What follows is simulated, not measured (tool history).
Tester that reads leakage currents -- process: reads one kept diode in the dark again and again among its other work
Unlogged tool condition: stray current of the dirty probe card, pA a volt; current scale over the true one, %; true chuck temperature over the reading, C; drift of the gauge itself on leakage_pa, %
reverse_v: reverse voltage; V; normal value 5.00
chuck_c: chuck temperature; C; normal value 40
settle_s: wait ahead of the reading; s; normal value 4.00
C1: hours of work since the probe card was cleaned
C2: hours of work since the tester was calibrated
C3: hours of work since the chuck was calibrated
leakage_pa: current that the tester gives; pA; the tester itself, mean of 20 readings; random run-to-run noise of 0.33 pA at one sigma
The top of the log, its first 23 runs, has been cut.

run 24 day=76.375 | reverse_v=5.00 chuck_c=40 settle_s=1.28 | C1=881 C2=3370 C3=245 | leakage_pa=115.59
run 25 day=80.575 | reverse_v=5.00 chuck_c=40 settle_s=1.28 | C1=932 C2=3421 C3=297 | leakage_pa=116.91
run 26 day=85.571 | reverse_v=5.00 chuck_c=40 settle_s=1.28 | C1=993 C2=3482 C3=357 | leakage_pa=116.64
run 27 day=89.104 | reverse_v=5.00 chuck_c=40 settle_s=1.28 | C1=1036 C2=3525 C3=400 | leakage_pa=115.97
-- day=89.650 probe card cleaned and baked
run 28 day=93.638 | reverse_v=5.00 chuck_c=40 settle_s=1.28 | C1=49 C2=3579 C3=454 | leakage_pa=109.02
run 29 day=96.008 | reverse_v=1.39 chuck_c=32 settle_s=4.00 | C1=77 C2=3607 C3=483 | leakage_pa=28.43
run 30 day=100.388 | reverse_v=3.40 chuck_c=23 settle_s=2.45 | C1=131 C2=3661 C3=536 | leakage_pa=22.16
run 31 day=103.825 | reverse_v=6.09 chuck_c=40 settle_s=4.06 | C1=172 C2=3702 C3=578 | leakage_pa=120.43
run 32 day=108.750 | reverse_v=3.23 chuck_c=43 settle_s=6.11 | C1=232 C2=3762 C3=638 | leakage_pa=107.44
run 33 day=111.492 | reverse_v=1.42 chuck_c=35 settle_s=3.29 | C1=266 C2=3796 C3=671 | leakage_pa=36.86
run 34 day=114.771 | reverse_v=1.46 chuck_c=43 settle_s=3.29 | C1=306 C2=3836 C3=711 | leakage_pa=70.17
run 35 day=118.142 | reverse_v=7.49 chuck_c=57 settle_s=6.89 | C1=347 C2=3877 C3=752 | leakage_pa=477.04
run 36 day=122.646 | reverse_v=5.00 chuck_c=29 settle_s=1.66 | C1=401 C2=3931 C3=807 | leakage_pa=47.48
run 37 day=126.442 | reverse_v=5.00 chuck_c=29 settle_s=1.66 | C1=448 C2=3978 C3=853 | leakage_pa=47.30
run 38 day=129.412 | reverse_v=5.00 chuck_c=29 settle_s=1.66 | C1=484 C2=4014 C3=889 | leakage_pa=47.74
run 39 day=132.396 | reverse_v=11.67 chuck_c=30 settle_s=0.89 | C1=520 C2=4050 C3=926 | leakage_pa=87.89

Here are 5 independent what-if runs from the current tool condition. What would each one return?
run A day=135.592 | reverse_v=11.67 chuck_c=35 settle_s=1.52 | C1=559 C2=4089 C3=964 | leakage_pa=?
run B day=135.592 | reverse_v=11.67 chuck_c=30 settle_s=9.66 | C1=559 C2=4089 C3=964 | leakage_pa=?
run C day=135.592 | reverse_v=11.67 chuck_c=33 settle_s=0.89 | C1=559 C2=4089 C3=964 | leakage_pa=?
run D day=135.592 | reverse_v=6.43 chuck_c=40 settle_s=4.00 | C1=559 C2=4089 C3=964 | leakage_pa=?
run E day=135.592 | reverse_v=5.36 chuck_c=36 settle_s=0.89 | C1=559 C2=4089 C3=964 | leakage_pa=?

run=A leakage_pa=124.30
run=B leakage_pa=84.46
run=C leakage_pa=109.38
run=D leakage_pa=128.07
run=E leakage_pa=86.85
Without the tool's unlogged condition, the same runs would have read:
run=A leakage_pa=116.13
run=B leakage_pa=75.59
run=C leakage_pa=100.89
run=D leakage_pa=124.65
run=E leakage_pa=83.63

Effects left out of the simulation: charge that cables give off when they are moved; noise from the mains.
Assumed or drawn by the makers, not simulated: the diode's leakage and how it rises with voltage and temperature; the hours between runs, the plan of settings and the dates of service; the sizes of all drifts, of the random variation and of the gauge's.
